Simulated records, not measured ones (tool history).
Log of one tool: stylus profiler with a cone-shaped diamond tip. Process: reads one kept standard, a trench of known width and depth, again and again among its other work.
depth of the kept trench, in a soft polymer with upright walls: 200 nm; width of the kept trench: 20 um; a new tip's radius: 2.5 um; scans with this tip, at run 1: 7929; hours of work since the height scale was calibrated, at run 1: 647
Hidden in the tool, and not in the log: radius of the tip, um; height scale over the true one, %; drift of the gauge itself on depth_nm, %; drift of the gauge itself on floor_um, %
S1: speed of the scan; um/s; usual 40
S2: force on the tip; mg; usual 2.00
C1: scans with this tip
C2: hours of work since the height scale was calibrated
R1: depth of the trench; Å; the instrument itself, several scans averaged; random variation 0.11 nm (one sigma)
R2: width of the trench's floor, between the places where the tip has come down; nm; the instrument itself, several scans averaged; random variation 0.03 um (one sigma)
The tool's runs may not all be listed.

Run 1, day 0.000: usual settings; C1 7929; C2 647. Result: R1 2020.8 Å, R2 17490 nm.
Run 2, day 5.125: usual settings but S2 3.54 mg; C1 8927; C2 729. Result: R1 2027.9 Å, R2 17430 nm.
Run 3, day 7.904: usual settings but S2 3.54 mg; C1 9468; C2 773. Result: R1 2029.5 Å, R2 17410 nm.
At day 10.317: height scale calibrated on a step standard.
Run 4, day 10.317: usual settings but S2 3.54 mg; C1 9933; C2 0. Result: R1 2020.6 Å, R2 17490 nm.
Run 5, day 14.512: usual settings but S2 3.54 mg; C1 10749; C2 67. Result: R1 2021.1 Å, R2 17390 nm.
Run 6, day 19.679: usual settings but S1 149 um/s; C1 11754; C2 149. Result: R1 2016.1 Å, R2 16740 nm.
Run 7, day 22.871: usual settings but S1 149 um/s, S2 0.76 mg; C1 12375; C2 199. Result: R1 2007.0 Å, R2 16280 nm.
Run 8, day 27.142: usual settings but S1 149 um/s, S2 0.76 mg; C1 13206; C2 267. Result: R1 2011.0 Å, R2 16210 nm.
Run 9, day 32.171: usual settings but S1 149 um/s, S2 0.76 mg; C1 14184; C2 347. Result: R1 2009.6 Å, R2 16180 nm.
Run 10, day 35.483: usual settings; C1 14829; C2 400. Result: R1 2018.3 Å, R2 17180 nm.
Run 11, day 37.579: usual settings; C1 15237; C2 433. Result: R1 2016.2 Å, R2 17150 nm.
Run 12, day 40.438: usual settings; C1 15793; C2 478. Result: R1 2016.9 Å, R2 17110 nm.
Run 13, day 43.200: usual settings; C1 16330; C2 522. Result: R1 2019.1 Å, R2 17100 nm.
Run 14, day 47.917: usual settings; C1 17248; C2 597. Result: R1 2019.7 Å, R2 17090 nm.
Run 15, day 51.121: usual settings but S2 0.72 mg; C1 17871; C2 648. Result: R1 2013.5 Å, R2 16890 nm.
Run 16, day 54.417: usual settings but S2 0.72 mg; C1 18513; C2 700. Result: R1 2015.0 Å, R2 16890 nm.
Run 17, day 59.079: usual settings; C1 19420; C2 775. Result: R1 2019.9 Å, R2 16960 nm.
At day 61.450: height scale calibrated on a step standard.
Run 18, day 61.838: usual settings; C1 19952; C2 6. Result: R1 2014.4 Å, R2 16920 nm.
Run 19, day 66.738: usual settings; C1 20906; C2 84. Result: R1 2014.7 Å, R2 16940 nm.
Run 20, day 70.417: usual settings but S1 50 um/s; C1 21622; C2 142. Result: R1 2015.2 Å, R2 16870 nm.
Run 21, day 73.362: usual settings but S1 50 um/s; C1 22195; C2 189. Result: R1 2015.4 Å, R2 16830 nm.
Run 22, day 78.396: usual settings but S1 50 um/s; C1 23175; C2 269. Result: R1 2016.5 Å, R2 16820 nm.
Run 23, day 82.083: usual settings but S1 50 um/s; C1 23892; C2 328. Result: R1 2017.1 Å, R2 16700 nm.
Run 24, day 85.350: usual settings but S1 15 um/s, S2 2.95 mg; C1 24528; C2 380. Result: R1 2021.3 Å, R2 16940 nm.
Run 25, day 88.758: usual settings but S1 13 um/s, S2 1.09 mg; C1 25190; C2 434. Result: R1 2013.6 Å, R2 16890 nm.
Run 26, day 90.929: usual settings but S1 58 um/s, S2 1.88 mg; C1 25613; C2 468. Result: R1 2019.9 Å, R2 16660 nm.
Run 27, day 94.038: usual settings but S1 25 um/s, S2 1.28 mg; C1 26218; C2 518. Result: R1 2015.3 Å, R2 16850 nm.
At day 95.096: new tip fitted, height scale calibrated.
Run 28, day 96.275: usual settings but S1 98 um/s, S2 1.95 mg; C1 230; C2 19. Result: R1 2010.3 Å, R2 17460 nm.
Run 29, day 101.271: usual settings but S1 98 um/s, S2 1.21 mg; C1 1202; C2 98. Result: R1 2010.6 Å, R2 17310 nm.
Run 30, day 104.196: usual settings but S1 45 um/s, S2 1.21 mg; C1 1771; C2 145. Result: R1 2010.6 Å, R2 17620 nm.
Run 31, day 106.375: usual settings but S1 45 um/s, S2 1.21 mg; C1 2195; C2 179. Result: R1 2011.5 Å, R2 17580 nm.
Run 32, day 110.304: usual settings but S1 45 um/s, S2 1.21 mg; C1 2959; C2 242. Result: R1 2010.8 Å, R2 17590 nm.
Run 33, day 115.175: usual settings but S1 109 um/s, S2 0.69 mg; C1 3907; C2 319. Result: R1 2010.2 Å, R2 16850 nm.
Run 34, day 117.379: usual settings but S1 64 um/s, S2 1.49 mg; C1 4336; C2 354. Result: R1 2014.7 Å, R2 17430 nm.
Run 35, day 121.412: usual settings but S1 53 um/s, S2 1.26 mg; C1 5120; C2 418. Result: R1 2014.7 Å, R2 17370 nm.
Run 36, day 126.042: usual settings but S2 1.00 mg; C1 6021; C2 492. Result: R1 2011.9 Å, R2 17380 nm.
Run 37, day 128.462: usual settings but S2 1.00 mg; C1 6492; C2 530. Result: R1 2012.7 Å, R2 17400 nm.
Run 38, day 131.092: usual settings but S2 1.00 mg; C1 7004; C2 572. Result: R1 2014.2 Å, R2 17350 nm.
Run 39, day 135.179: usual settings but S2 1.00 mg; C1 7799; C2 637. Result: R1 2013.8 Å, R2 17320 nm.
Run 40, day 138.967: usual settings but S1 41 um/s, S2 4.64 mg; C1 8536; C2 697. Result: R1 2031.4 Å, R2 17400 nm.
Run 41, day 142.175: usual settings but S1 136 um/s, S2 1.18 mg; C1 9160; C2 748. Result: R1 2017.0 Å, R2 16650 nm.
Run 42, day 144.742: usual settings but S1 13 um/s, S2 0.89 mg; C1 9659; C2 789. Result: R1 2014.9 Å, R2 17410 nm.
At day 146.096: height scale calibrated on a step standard.
Run 43, day 148.675: usual settings but S1 67 um/s, S2 1.38 mg; C1 10421; C2 41. Result: R1 2010.9 Å, R2 17090 nm.
Run 44, day 151.575: usual settings but S2 0.69 mg; C1 10985; C2 87. Result: R1 2005.2 Å, R2 17170 nm.
Run 45, day 155.246: usual settings but S1 122 um/s, S2 2.43 mg; C1 11700; C2 145. Result: R1 2015.5 Å, R2 16870 nm.
Run 46, day 157.367: usual settings but S1 69 um/s; C1 12112; C2 179. Result: R1 2013.3 Å, R2 17100 nm.

4 ways to go on from here, each from the tool as it stands after run 46. What would each give?
Run A, day 161.604: usual settings but S1 69 um/s, S2 5.82 mg; C1 12936; C2 246. Result: R1 ?, R2 ?.
Run B, day 161.604: usual settings but S1 69 um/s, S2 1.48 mg; C1 12936; C2 246. Result: R1 ?, R2 ?.
Run C, day 161.604: usual settings but S1 19 um/s, S2 4.05 mg; C1 12936; C2 246. Result: R1 ?, R2 ?.
Run D, day 161.604: usual settings but S1 12 um/s; C1 12936; C2 246. Result: R1 ?, R2 ?.

run      R1     R2
  A  2029.3  17200
  B  2015.4  16980
  C  2024.8  17320
  D  2015.8  17340
Without the tool's hidden state the same runs would have given:
run      R1     R2
  A  2027.1  17840
  B  2013.2  17620
  C  2022.6  17960
  D  2013.6  17980
